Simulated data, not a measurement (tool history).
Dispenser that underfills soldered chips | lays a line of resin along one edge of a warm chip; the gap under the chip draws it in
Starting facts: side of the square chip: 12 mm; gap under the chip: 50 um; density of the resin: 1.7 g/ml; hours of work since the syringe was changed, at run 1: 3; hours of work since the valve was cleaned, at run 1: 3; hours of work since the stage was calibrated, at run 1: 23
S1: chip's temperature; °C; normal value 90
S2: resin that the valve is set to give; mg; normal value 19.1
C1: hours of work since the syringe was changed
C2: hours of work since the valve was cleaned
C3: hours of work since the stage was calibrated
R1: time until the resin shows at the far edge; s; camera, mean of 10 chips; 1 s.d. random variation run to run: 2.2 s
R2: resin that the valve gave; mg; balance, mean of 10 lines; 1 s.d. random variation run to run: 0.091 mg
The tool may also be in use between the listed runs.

run	hour	S1	S2	C1	C2	C3	R1	R2
1	0.0	90	19.1	3	3	23	252.6	19.17
2	3.1	90	22.1	5	5	25	275.7	21.97
3	7.7	90	22.1	9	9	28	327.1	21.87
# hour 9.3: new syringe of resin
4	13.2	90	22.1	3	13	32	247.3	21.69
5	16.7	90	19.3	5	15	35	283.3	19.08
6	19.4	90	19.3	7	17	37	311.5	19.16
# hour 22.9: new syringe of resin
7	23.6	90	19.3	1	20	40	230.1	18.85
8	29.1	90	24.3	5	24	44	268.7	23.75
9	33.7	90	24.3	8	28	47	318.3	23.53
# hour 36.8: new syringe of resin
10	39.5	90	19.1	2	32	51	247.8	18.56
11	44.7	90	19.8	6	35	55	294.0	18.96
12	49.7	90	19.8	9	39	59	349.7	18.97
# hour 50.4: new syringe of resin
13	54.1	104	19.1	3	42	61	131.8	18.41
14	56.7	104	19.1	5	44	63	145.4	18.50
15	61.1	80	19.1	8	47	67	530.5	18.14
16	63.5	80	19.1	10	49	68	570.7	18.30

Estimate the outcome of run 17 from the log above:
# hour 64.2: new syringe of resin
17	66.6	86	23.8	2	51	71	?	?

Run 17 gave R1 292.3 s, R2 22.58 mg.
Minus the tool's unlogged condition, the same run would have read R1 259.2 s, R2 23.73 mg.
